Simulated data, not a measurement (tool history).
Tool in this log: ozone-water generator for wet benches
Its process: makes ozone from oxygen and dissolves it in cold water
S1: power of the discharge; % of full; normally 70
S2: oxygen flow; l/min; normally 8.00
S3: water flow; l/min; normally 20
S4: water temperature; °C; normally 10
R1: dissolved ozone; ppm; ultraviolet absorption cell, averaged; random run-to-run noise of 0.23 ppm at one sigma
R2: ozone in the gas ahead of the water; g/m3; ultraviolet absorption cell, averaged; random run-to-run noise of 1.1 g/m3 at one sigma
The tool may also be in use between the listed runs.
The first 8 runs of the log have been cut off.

{"run": 9, "hour": 420.1, "S1": 70, "S2": 7.39, "S3": 20, "S4": 13, "R1": 32.0, "R2": 197.4}
{"run": 10, "hour": 471.2, "S1": 70, "S2": 7.39, "S3": 21, "S4": 13, "R1": 30.8, "R2": 197.6}
{"run": 11, "hour": 542.3, "S1": 70, "S2": 7.39, "S3": 21, "S4": 13, "R1": 30.6, "R2": 198.7}
{"run": 12, "hour": 604.8, "S1": 70, "S2": 8.0, "S3": 20, "S4": 10, "R1": 34.4, "R2": 195.0}
{"run": 13, "hour": 637.7, "S1": 70, "S2": 8.0, "S3": 20, "S4": 10, "R1": 34.2, "R2": 193.1}
{"run": 14, "hour": 693.3, "S1": 70, "S2": 8.0, "S3": 20, "S4": 10, "R1": 33.8, "R2": 192.6}
{"run": 15, "hour": 741.8, "S1": 70, "S2": 8.0, "S3": 20, "S4": 10, "R1": 34.0, "R2": 190.6}
{"run": 16, "hour": 780.3, "S1": 70, "S2": 8.0, "S3": 20, "S4": 10, "R1": 33.8, "R2": 194.2}
{"run": 17, "hour": 855.9, "S1": 51, "S2": 8.17, "S3": 19, "S4": 10, "R1": 28.5, "R2": 156.3}
{"run": 18, "hour": 927.0, "S1": 99, "S2": 7.16, "S3": 16, "S4": 15, "R1": 44.5, "R2": 251.7}
{"run": 19, "hour": 979.8, "S1": 99, "S2": 7.16, "S3": 16, "S4": 15, "R1": 44.9, "R2": 253.7}
{"run": 20, "hour": 1024.2, "S1": 99, "S2": 7.16, "S3": 16, "S4": 15, "R1": 44.9, "R2": 254.1}
{"run": 21, "hour": 1082.2, "S1": 99, "S2": 7.16, "S3": 16, "S4": 15, "R1": 44.9, "R2": 253.3}
{"run": 22, "hour": 1139.1, "S1": 70, "S2": 10.85, "S3": 20, "S4": 10, "R1": 35.6, "R2": 175.3}
{"run": 23, "hour": 1197.3, "S1": 70, "S2": 10.85, "S3": 20, "S4": 10, "R1": 35.4, "R2": 174.5}
{"run": 24, "hour": 1234.4, "S1": 64, "S2": 9.19, "S3": 27, "S4": 10, "R1": 26.6, "R2": 175.2}
{"run": 25, "hour": 1289.4, "S1": 64, "S2": 9.24, "S3": 22, "S4": 10, "R1": 30.8, "R2": 174.5}
{"run": 26, "hour": 1348.4, "S1": 64, "S2": 5.3, "S3": 22, "S4": 5, "R1": 28.5, "R2": 209.2}
{"run": 27, "hour": 1388.9, "S1": 44, "S2": 4.04, "S3": 29, "S4": 7, "R1": 15.3, "R2": 175.4}
{"run": 28, "hour": 1448.7, "S1": 44, "S2": 4.04, "S3": 29, "S4": 17, "R1": 14.2, "R2": 177.4}

Run 29, settings as shown, results not yet in. Your forecast:
{"run": 29, "hour": 1513.5, "S1": 42, "S2": 12.16, "S3": 13, "S4": 17, "R1": "?", "R2": "?"}

R1: 26.4 ppm
R2: 120.1 g/m3
Were there no unlogged condition in the tool, this run, its random variation unchanged, would have produced R1 26.5 ppm, R2 120.2 g/m3.

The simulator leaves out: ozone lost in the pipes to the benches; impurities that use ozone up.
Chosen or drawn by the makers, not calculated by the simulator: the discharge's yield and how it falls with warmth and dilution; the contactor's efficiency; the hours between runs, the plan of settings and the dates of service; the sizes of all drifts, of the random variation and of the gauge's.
